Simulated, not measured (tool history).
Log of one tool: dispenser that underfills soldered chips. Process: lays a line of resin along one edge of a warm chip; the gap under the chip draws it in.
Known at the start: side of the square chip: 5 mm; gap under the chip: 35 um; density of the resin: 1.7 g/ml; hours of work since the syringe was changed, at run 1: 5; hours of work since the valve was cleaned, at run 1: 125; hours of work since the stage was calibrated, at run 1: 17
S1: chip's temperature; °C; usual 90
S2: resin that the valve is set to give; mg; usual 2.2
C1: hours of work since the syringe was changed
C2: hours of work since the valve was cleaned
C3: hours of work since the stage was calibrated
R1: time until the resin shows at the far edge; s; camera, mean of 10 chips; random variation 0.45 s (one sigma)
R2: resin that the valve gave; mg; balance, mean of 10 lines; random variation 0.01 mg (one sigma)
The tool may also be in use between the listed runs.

run	hour	S1	S2	C1	C2	C3	R1	R2
1	0	90	2.2	5	125	17	42.9	1.98
2	5.3	90	2.49	9	128	21	51.7	2.25
# hour 7: new syringe of resin
# hour 9.8: dispensing valve cleaned and set on the balance
3	12.4	90	2.49	3	2	26	38.3	2.5
4	17.6	78	2.2	7	6	30	80.5	2.2
# hour 21.7: new syringe of resin
5	24	78	2.2	2	11	34	63.2	2.19
6	29.9	90	2.2	6	15	39	44.7	2.21
7	33.4	90	2.17	9	18	41	51.6	2.16
# hour 35.3: new syringe of resin
8	36.8	82	2.17	1	20	44	51	2.14
9	42.7	90	2.2	6	24	48	44	2.19
10	47.8	90	2.2	10	28	52	52.4	2.15
# hour 49.2: new syringe of resin
11	54	100	2.32	4	33	57	24.6	2.28
12	58.7	100	2.32	7	36	60	29.5	2.27
# hour 62.9: new syringe of resin
13	64.5	86	2.48	1	41	64	41.9	2.43
14	68.5	93	2.13	4	44	67	37.2	2.08
15	72	93	2.13	7	46	70	41.3	2.06
# hour 76.4: new syringe of resin
16	78.3	83	2.74	1	51	75	46.7	2.64
17	81.6	83	2.74	4	53	77	52.1	2.64
18	87.2	90	2.22	8	58	81	47.7	2.14
# hour 89.9: new syringe of resin
19	93.7	82	2.45	3	62	86	53.1	2.33

Forecast each of these 3 alternatives for the next run:
A	98.4	90	2.88	6	66	90	?	?
B	98.4	89	2.73	6	66	90	?	?
C	98.4	102	2.68	6	66	90	?	?

run	R1	R2
A	45	2.75
B	45.9	2.61
C	26	2.55
Without the tool's hidden state the same runs would have given:
run	R1	R2
A	33.6	2.88
B	34.3	2.74
C	19.2	2.67
